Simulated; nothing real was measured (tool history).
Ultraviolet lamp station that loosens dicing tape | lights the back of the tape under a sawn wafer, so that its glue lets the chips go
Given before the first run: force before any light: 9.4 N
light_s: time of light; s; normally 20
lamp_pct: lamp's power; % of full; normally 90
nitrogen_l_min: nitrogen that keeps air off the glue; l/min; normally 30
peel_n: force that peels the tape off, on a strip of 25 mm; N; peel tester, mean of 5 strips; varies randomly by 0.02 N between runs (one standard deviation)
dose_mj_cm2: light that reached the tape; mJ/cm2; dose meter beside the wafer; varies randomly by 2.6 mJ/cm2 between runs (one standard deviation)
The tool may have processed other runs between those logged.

{"run": 1, "hour": 0.0, "light_s": 20, "lamp_pct": 90, "nitrogen_l_min": 30, "peel_n": 1.12, "dose_mj_cm2": 310}
{"run": 2, "hour": 10.1, "light_s": 20, "lamp_pct": 90, "nitrogen_l_min": 30, "peel_n": 1.123, "dose_mj_cm2": 306}
{"run": 3, "hour": 18.4, "light_s": 20, "lamp_pct": 63, "nitrogen_l_min": 30, "peel_n": 2.038, "dose_mj_cm2": 218}
{"run": 4, "hour": 25.4, "light_s": 20, "lamp_pct": 63, "nitrogen_l_min": 30, "peel_n": 2.07, "dose_mj_cm2": 217}
{"run": 5, "hour": 38.2, "light_s": 20, "lamp_pct": 63, "nitrogen_l_min": 30, "peel_n": 2.056, "dose_mj_cm2": 216}
{"run": 6, "hour": 45.1, "light_s": 20, "lamp_pct": 90, "nitrogen_l_min": 30, "peel_n": 1.131, "dose_mj_cm2": 306}
{"run": 7, "hour": 50.9, "light_s": 20, "lamp_pct": 90, "nitrogen_l_min": 12, "peel_n": 1.993, "dose_mj_cm2": 304}
{"run": 8, "hour": 58.1, "light_s": 20, "lamp_pct": 90, "nitrogen_l_min": 12, "peel_n": 2.022, "dose_mj_cm2": 307}
{"run": 9, "hour": 69.8, "light_s": 20, "lamp_pct": 90, "nitrogen_l_min": 12, "peel_n": 1.989, "dose_mj_cm2": 306}
{"run": 10, "hour": 76.2, "light_s": 12, "lamp_pct": 90, "nitrogen_l_min": 30, "peel_n": 2.519, "dose_mj_cm2": 185}
{"run": 11, "hour": 81.6, "light_s": 12, "lamp_pct": 90, "nitrogen_l_min": 30, "peel_n": 2.552, "dose_mj_cm2": 182}
{"run": 12, "hour": 92.2, "light_s": 20, "lamp_pct": 90, "nitrogen_l_min": 44, "peel_n": 0.958, "dose_mj_cm2": 306}
{"run": 13, "hour": 100.9, "light_s": 20, "lamp_pct": 90, "nitrogen_l_min": 30, "peel_n": 1.192, "dose_mj_cm2": 302}
{"run": 14, "hour": 111.4, "light_s": 20, "lamp_pct": 90, "nitrogen_l_min": 30, "peel_n": 1.211, "dose_mj_cm2": 305}
{"run": 15, "hour": 116.9, "light_s": 20, "lamp_pct": 90, "nitrogen_l_min": 55, "peel_n": 0.843, "dose_mj_cm2": 294}
{"run": 16, "hour": 122.4, "light_s": 20, "lamp_pct": 90, "nitrogen_l_min": 30, "peel_n": 1.212, "dose_mj_cm2": 305}
{"run": 17, "hour": 133.7, "light_s": 20, "lamp_pct": 90, "nitrogen_l_min": 30, "peel_n": 1.235, "dose_mj_cm2": 297}
{"run": 18, "hour": 144.7, "light_s": 20, "lamp_pct": 90, "nitrogen_l_min": 30, "peel_n": 1.206, "dose_mj_cm2": 300}
{"run": 19, "hour": 157.2, "light_s": 20, "lamp_pct": 74, "nitrogen_l_min": 30, "peel_n": 1.671, "dose_mj_cm2": 245}
{"run": 20, "hour": 167.4, "light_s": 20, "lamp_pct": 74, "nitrogen_l_min": 30, "peel_n": 1.765, "dose_mj_cm2": 243}
{"run": 21, "hour": 176.2, "light_s": 20, "lamp_pct": 74, "nitrogen_l_min": 30, "peel_n": 1.716, "dose_mj_cm2": 242}
{"run": 22, "hour": 182.9, "light_s": 20, "lamp_pct": 74, "nitrogen_l_min": 30, "peel_n": 1.679, "dose_mj_cm2": 244}
{"run": 23, "hour": 193.1, "light_s": 20, "lamp_pct": 90, "nitrogen_l_min": 14, "peel_n": 1.876, "dose_mj_cm2": 297}
{"run": 24, "hour": 203.5, "light_s": 20, "lamp_pct": 90, "nitrogen_l_min": 14, "peel_n": 1.944, "dose_mj_cm2": 295}
{"run": 25, "hour": 213.5, "light_s": 20, "lamp_pct": 90, "nitrogen_l_min": 34, "peel_n": 1.135, "dose_mj_cm2": 291}
{"run": 26, "hour": 223.5, "light_s": 20, "lamp_pct": 90, "nitrogen_l_min": 34, "peel_n": 1.173, "dose_mj_cm2": 295}
{"run": 27, "hour": 232.2, "light_s": 20, "lamp_pct": 90, "nitrogen_l_min": 34, "peel_n": 1.16, "dose_mj_cm2": 290}
{"run": 28, "hour": 244.4, "light_s": 11, "lamp_pct": 84, "nitrogen_l_min": 21, "peel_n": 3.633, "dose_mj_cm2": 150}
{"run": 29, "hour": 254.6, "light_s": 11, "lamp_pct": 84, "nitrogen_l_min": 21, "peel_n": 3.734, "dose_mj_cm2": 152}
{"run": 30, "hour": 264.2, "light_s": 11, "lamp_pct": 84, "nitrogen_l_min": 21, "peel_n": 3.679, "dose_mj_cm2": 150}
{"run": 31, "hour": 275.7, "light_s": 18, "lamp_pct": 95, "nitrogen_l_min": 11, "peel_n": 2.421, "dose_mj_cm2": 282}
{"run": 32, "hour": 281.9, "light_s": 22, "lamp_pct": 90, "nitrogen_l_min": 30, "peel_n": 1.101, "dose_mj_cm2": 318}
{"run": 33, "hour": 291.0, "light_s": 20, "lamp_pct": 88, "nitrogen_l_min": 30, "peel_n": 1.328, "dose_mj_cm2": 284}
{"run": 34, "hour": 300.9, "light_s": 16, "lamp_pct": 88, "nitrogen_l_min": 29, "peel_n": 1.928, "dose_mj_cm2": 232}
{"run": 35, "hour": 307.9, "light_s": 16, "lamp_pct": 88, "nitrogen_l_min": 29, "peel_n": 1.972, "dose_mj_cm2": 223}
{"run": 36, "hour": 319.3, "light_s": 19, "lamp_pct": 75, "nitrogen_l_min": 12, "peel_n": 3.011, "dose_mj_cm2": 222}
{"run": 37, "hour": 328.2, "light_s": 19, "lamp_pct": 75, "nitrogen_l_min": 12, "peel_n": 2.939, "dose_mj_cm2": 228}
{"run": 38, "hour": 333.9, "light_s": 36, "lamp_pct": 75, "nitrogen_l_min": 14, "peel_n": 1.024, "dose_mj_cm2": 423}
{"run": 39, "hour": 341.2, "light_s": 24, "lamp_pct": 90, "nitrogen_l_min": 30, "peel_n": 0.933, "dose_mj_cm2": 344}
{"run": 40, "hour": 348.2, "light_s": 26, "lamp_pct": 85, "nitrogen_l_min": 34, "peel_n": 0.825, "dose_mj_cm2": 350}
{"run": 41, "hour": 358.7, "light_s": 26, "lamp_pct": 85, "nitrogen_l_min": 34, "peel_n": 0.842, "dose_mj_cm2": 345}
{"run": 42, "hour": 364.6, "light_s": 24, "lamp_pct": 74, "nitrogen_l_min": 12, "peel_n": 2.316, "dose_mj_cm2": 282}
{"run": 43, "hour": 370.9, "light_s": 21, "lamp_pct": 76, "nitrogen_l_min": 11, "peel_n": 2.708, "dose_mj_cm2": 250}
{"run": 44, "hour": 382.5, "light_s": 17, "lamp_pct": 90, "nitrogen_l_min": 30, "peel_n": 1.756, "dose_mj_cm2": 242}
{"run": 45, "hour": 391.0, "light_s": 38, "lamp_pct": 76, "nitrogen_l_min": 50, "peel_n": 0.4, "dose_mj_cm2": 452}

Forecast each of these 3 alternatives for the next run:
{"run": "A", "hour": 401.4, "light_s": 38, "lamp_pct": 63, "nitrogen_l_min": 14, "peel_n": "?", "dose_mj_cm2": "?"}
{"run": "B", "hour": 401.4, "light_s": 20, "lamp_pct": 86, "nitrogen_l_min": 25, "peel_n": "?", "dose_mj_cm2": "?"}
{"run": "C", "hour": 401.4, "light_s": 20, "lamp_pct": 61, "nitrogen_l_min": 12, "peel_n": "?", "dose_mj_cm2": "?"}

run=A peel_n=1.268 dose_mj_cm2=368
run=B peel_n=1.614 dose_mj_cm2=268
run=C peel_n=3.529 dose_mj_cm2=189
Without the tool's hidden state the same runs would have given:
run=A peel_n=0.891 dose_mj_cm2=446
run=B peel_n=1.163 dose_mj_cm2=324
run=C peel_n=2.893 dose_mj_cm2=229
